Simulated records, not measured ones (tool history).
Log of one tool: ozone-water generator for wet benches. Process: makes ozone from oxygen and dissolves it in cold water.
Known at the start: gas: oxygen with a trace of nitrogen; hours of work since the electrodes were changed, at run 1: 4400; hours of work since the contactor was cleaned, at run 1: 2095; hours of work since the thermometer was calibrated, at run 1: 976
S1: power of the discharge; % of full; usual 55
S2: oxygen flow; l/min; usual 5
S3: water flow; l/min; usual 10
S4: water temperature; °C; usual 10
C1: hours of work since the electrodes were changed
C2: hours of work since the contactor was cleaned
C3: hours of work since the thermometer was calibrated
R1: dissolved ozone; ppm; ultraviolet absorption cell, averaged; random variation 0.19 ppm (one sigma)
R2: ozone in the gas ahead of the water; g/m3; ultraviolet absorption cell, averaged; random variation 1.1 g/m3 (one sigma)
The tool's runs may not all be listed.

run,hour,S1,S2,S3,S4,C1,C2,C3,R1,R2
1,0,55,5,10,10,4400,2095,976,25.6,192.1
2,111.4,55,5,10,10,4499,2195,1076,25.2,193.5
3,169.5,55,5,10,10,4551,2247,1128,25.2,192.4
4,236.3,56,5,10,10,4611,2306,1187,25.7,193.5
5,337.8,56,5,10,10,4702,2397,1278,25.6,193.1
6,476.1,44,5,10,10,4825,2521,1401,20.5,158.7
7,588.8,55,5,10,10,4926,2621,1502,25.2,190.7
8,676.7,55,5,10,10,5004,2700,1581,24.8,191.3
9,781.2,55,4.75,10,10,5098,2793,1674,24.8,194.8
10,843.9,55,4.75,10,10,5154,2849,1730,24.5,192.7
11,933.2,55,5,13,10,5234,2929,1810,20,188.8
12,1017.5,55,5,13,10,5309,3004,1885,19.9,189.8
13,1107,58,5,13,10,5389,3084,1965,20.6,198
14,1165.1,55,5,10,10,5441,3136,2017,24.7,189.9
15,1260.7,55,5,10,10,5526,3222,2102,24.3,188.7
16,1330.9,55,5,8,10,5589,3284,2165,29.4,187.2
17,1413.5,55,5,10,17,5663,3358,2239,21.7,187.2
18,1507.3,55,8.94,8,17,5746,3442,2323,22.2,140.1
19,1596.8,54,3.63,12,11,5826,3522,2403,20.1,214.7
20,1711.4,97,5.82,10,11,5929,3624,2505,38,276.3
# hour 1721.3: contactor cleaned
21,1833.1,68,5,8,10,6034,100,2610,34.5,223.3
22,1902.7,44,2.78,7,10,6096,162,2672,27,207.7
23,1963.5,55,8.49,10,12,6150,216,2727,21.8,143.3
24,2098.8,55,8.49,10,12,6271,337,2847,22,144.9
25,2203.8,55,8.49,10,12,6365,431,2941,21.7,144.1
26,2288.8,55,8.49,10,12,6441,507,3017,21.5,143.8
# hour 2302.1: contactor cleaned, once more
27,2385.4,58,5,10,7,6524,74,3100,26.8,192.6
28,2526,58,5,13,7,6649,200,3225,21.4,193.2
29,2592.3,58,5,13,7,6709,259,3285,21.3,192.4
30,2682.5,55,5,13,7,6789,340,3365,20.1,183.8
31,2775.5,55,5,13,7,6872,423,3448,20.1,183.1
32,2868.1,55,5,13,7,6955,506,3531,20.3,182.7

How the hidden state differs across the entries between the runs, from the last listed run before each to the first after it:
Between runs 20 and 21: contactor cleaned (hour 1721.3)
  yield of the discharge, % of new electrodes': 88.1 -> 87.8; contactor's efficiency, % of a clean one's: 96.2 -> 95.2
  measured less the result without the state, R1: -8 -> -5.9 ppm; R2: -49.3 -> -30.1 g/m3
Between runs 26 and 27: contactor cleaned, once more (hour 2302.1)
  yield of the discharge, % of new electrodes': 87 -> 86.9; contactor's efficiency, % of a clean one's: 94.9 -> 98.1; true water temperature over the reading, C: 0.23 -> 0.24
  measured less the result without the state, R1: -3.4 -> -3.9 ppm; R2: -16.6 -> -24 g/m3
